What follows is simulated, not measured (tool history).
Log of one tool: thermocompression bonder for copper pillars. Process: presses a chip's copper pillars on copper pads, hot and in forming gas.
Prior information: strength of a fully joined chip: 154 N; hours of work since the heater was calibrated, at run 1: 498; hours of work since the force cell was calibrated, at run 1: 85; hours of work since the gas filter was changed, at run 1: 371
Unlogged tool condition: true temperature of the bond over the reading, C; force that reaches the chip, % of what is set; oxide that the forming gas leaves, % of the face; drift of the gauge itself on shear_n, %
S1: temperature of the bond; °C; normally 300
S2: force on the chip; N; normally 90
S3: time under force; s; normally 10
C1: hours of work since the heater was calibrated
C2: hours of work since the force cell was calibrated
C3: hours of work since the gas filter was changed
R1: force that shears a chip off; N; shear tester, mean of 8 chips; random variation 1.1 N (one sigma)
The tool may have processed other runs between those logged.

run 1 day=0 | S1=300 S2=90 S3=10 | C1=498 C2=85 C3=371 | R1=84.5
run 2 day=1.012 | S1=300 S2=90 S3=10 | C1=513 C2=100 C3=386 | R1=84.2
run 3 day=1.879 | S1=300 S2=90 S3=10 | C1=526 C2=113 C3=399 | R1=82.9
run 4 day=2.783 | S1=300 S2=90 S3=10 | C1=539 C2=126 C3=413 | R1=85.3
-- day=3.392 forming gas filter changed
run 5 day=3.608 | S1=300 S2=90 S3=10 | C1=551 C2=138 C3=3 | R1=91.2
run 6 day=4.321 | S1=300 S2=90 S3=25 | C1=562 C2=149 C3=14 | R1=118.2
run 7 day=5.588 | S1=300 S2=90 S3=25 | C1=581 C2=168 C3=33 | R1=113.7
run 8 day=6.825 | S1=300 S2=90 S3=25 | C1=599 C2=186 C3=51 | R1=117.6
run 9 day=8.042 | S1=300 S2=90 S3=25 | C1=618 C2=204 C3=69 | R1=115.5
run 10 day=8.775 | S1=300 S2=90 S3=25 | C1=629 C2=215 C3=80 | R1=115.4
run 11 day=9.508 | S1=300 S2=90 S3=25 | C1=639 C2=226 C3=91 | R1=112.9
run 12 day=10.504 | S1=300 S2=90 S3=25 | C1=654 C2=241 C3=106 | R1=112.6
run 13 day=11.688 | S1=300 S2=114 S3=25 | C1=672 C2=259 C3=124 | R1=129.9
run 14 day=12.471 | S1=300 S2=90 S3=10 | C1=684 C2=270 C3=135 | R1=88.7
run 15 day=13.162 | S1=300 S2=82 S3=10 | C1=694 C2=281 C3=146 | R1=79.9
run 16 day=14.262 | S1=300 S2=82 S3=10 | C1=710 C2=297 C3=162 | R1=81.5
run 17 day=15.104 | S1=300 S2=82 S3=10 | C1=723 C2=310 C3=175 | R1=79.2
run 18 day=16.329 | S1=313 S2=90 S3=10 | C1=741 C2=328 C3=193 | R1=99.6
run 19 day=17.204 | S1=313 S2=90 S3=10 | C1=754 C2=341 C3=206 | R1=99.9
run 20 day=17.925 | S1=300 S2=90 S3=9 | C1=765 C2=352 C3=217 | R1=83.3
run 21 day=18.946 | S1=300 S2=90 S3=9 | C1=780 C2=367 C3=232 | R1=82.5
run 22 day=19.862 | S1=300 S2=97 S3=10 | C1=794 C2=381 C3=246 | R1=90.6
run 23 day=20.958 | S1=300 S2=97 S3=10 | C1=810 C2=397 C3=262 | R1=91
run 24 day=21.546 | S1=296 S2=97 S3=26 | C1=819 C2=406 C3=271 | R1=112.5
run 25 day=22.192 | S1=288 S2=97 S3=11 | C1=829 C2=415 C3=280 | R1=82.9
run 26 day=23.3 | S1=291 S2=126 S3=10 | C1=845 C2=432 C3=297 | R1=101.4
run 27 day=24.146 | S1=292 S2=73 S3=13 | C1=858 C2=445 C3=309 | R1=67.7
run 28 day=25.4 | S1=306 S2=75 S3=7 | C1=876 C2=463 C3=328 | R1=66.6
run 29 day=26.592 | S1=306 S2=57 S3=17 | C1=894 C2=481 C3=346 | R1=68
run 30 day=27.462 | S1=322 S2=131 S3=7 | C1=907 C2=494 C3=359 | R1=120.4
run 31 day=28.767 | S1=322 S2=131 S3=7 | C1=927 C2=514 C3=378 | R1=120.8
run 32 day=30.021 | S1=299 S2=117 S3=6 | C1=945 C2=532 C3=397 | R1=88.1
run 33 day=31.042 | S1=299 S2=117 S3=6 | C1=961 C2=547 C3=412 | R1=87.9
run 34 day=31.583 | S1=284 S2=78 S3=10 | C1=969 C2=556 C3=420 | R1=55.2
-- day=31.679 forming gas filter changed
run 35 day=32.833 | S1=284 S2=78 S3=10 | C1=987 C2=574 C3=17 | R1=62.1
run 36 day=33.979 | S1=296 S2=95 S3=7 | C1=1004 C2=591 C3=34 | R1=78.2
run 37 day=34.812 | S1=300 S2=90 S3=7 | C1=1017 C2=603 C3=47 | R1=76.9
run 38 day=36.062 | S1=277 S2=90 S3=13 | C1=1035 C2=622 C3=65 | R1=69.6
run 39 day=36.929 | S1=330 S2=59 S3=15 | C1=1048 C2=635 C3=78 | R1=90.6
run 40 day=38.229 | S1=330 S2=59 S3=15 | C1=1067 C2=654 C3=98 | R1=90.5
run 41 day=39.383 | S1=319 S2=90 S3=10 | C1=1085 C2=672 C3=115 | R1=103.3

Pick out some run-to-run changes in R1. Of each, how much would a tool without hidden state show as well, from the settings, what came in and chance, and how much is left for the hidden state and any gauge scatter not in both results compared?
Run 4 -> 5: forming gas filter changed. R1 +5.9 N: hidden state +7.8, all else -1.9.
Run 13 -> 14: S2 114 -> 90, S3 25 -> 10. R1 -41.2 N: hidden state -0.4, all else -40.8.
Run 26 -> 27: S1 291 -> 292, S2 126 -> 73, S3 10 -> 13. R1 -33.7 N: hidden state +2, all else -35.7.
Run 29 -> 30: S1 306 -> 322, S2 57 -> 131, S3 17 -> 7. R1 +52.4 N: hidden state -3.1, all else +55.5.
Run 33 -> 34: S1 299 -> 284, S2 117 -> 78, S3 6 -> 10. R1 -32.7 N: hidden state +3.6, all else -36.3.
Run 34 -> 35: forming gas filter changed. R1 +6.9 N: hidden state +4.6, all else +2.3.
